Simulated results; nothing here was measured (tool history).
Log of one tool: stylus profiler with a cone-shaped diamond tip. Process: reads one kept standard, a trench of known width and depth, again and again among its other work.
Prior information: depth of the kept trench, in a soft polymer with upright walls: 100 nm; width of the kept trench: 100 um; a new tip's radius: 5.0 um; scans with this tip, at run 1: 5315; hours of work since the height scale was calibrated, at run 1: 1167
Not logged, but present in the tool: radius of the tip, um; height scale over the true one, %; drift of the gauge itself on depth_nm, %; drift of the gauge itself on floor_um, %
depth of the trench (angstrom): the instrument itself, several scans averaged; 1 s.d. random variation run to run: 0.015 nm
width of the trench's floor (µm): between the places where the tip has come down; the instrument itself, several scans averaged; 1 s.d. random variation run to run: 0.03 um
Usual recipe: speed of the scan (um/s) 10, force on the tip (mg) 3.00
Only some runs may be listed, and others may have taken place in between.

run	hour	speed of the scan (um/s)	force on the tip (mg)	scans with this tip	hours of work since the height scale was calibrated	depth of the trench (angstrom)	width of the trench's floor (µm)
1	0.0	10	3.00	5315	1167	1014.8	97.83
2	43.3	33	3.00	5432	1193	1014.8	97.63
3	118.2	10	2.09	5634	1237	1012.1	97.75
# hour 126.3: height scale calibrated on a step standard
4	204.8	10	8.50	5867	47	1029.3	97.85
5	250.5	10	8.50	5991	74	1029.3	97.79
6	339.3	30	3.00	6231	126	1016.8	97.69
# hour 382.4: height scale calibrated on a step standard, once more
7	423.2	5	5.63	6457	24	1018.6	97.83
8	514.2	10	3.35	6703	78	1013.3	97.78
9	569.8	3	3.18	6853	111	1012.9	97.85
10	665.4	3	3.18	7112	168	1013.0	97.89

Below are 4 alternative next runs, each starting from the tool's condition after run 10. Predict each:
A	761.4	5	3.00	7371	225	?	?
B	761.4	6	1.61	7371	225	?	?
C	761.4	21	3.59	7371	225	?	?
D	761.4	10	3.05	7371	225	?	?

run	depth of the trench (angstrom)	width of the trench's floor (µm)
A	1012.5	97.79
B	1008.4	97.76
C	1014.4	97.72
D	1012.9	97.77
Take away the tool's hidden state, keep each run's random variation, and the runs would have read:
run	depth of the trench (angstrom)	width of the trench's floor (µm)
A	1012.3	97.97
B	1008.2	97.94
C	1014.1	97.90
D	1012.7	97.96
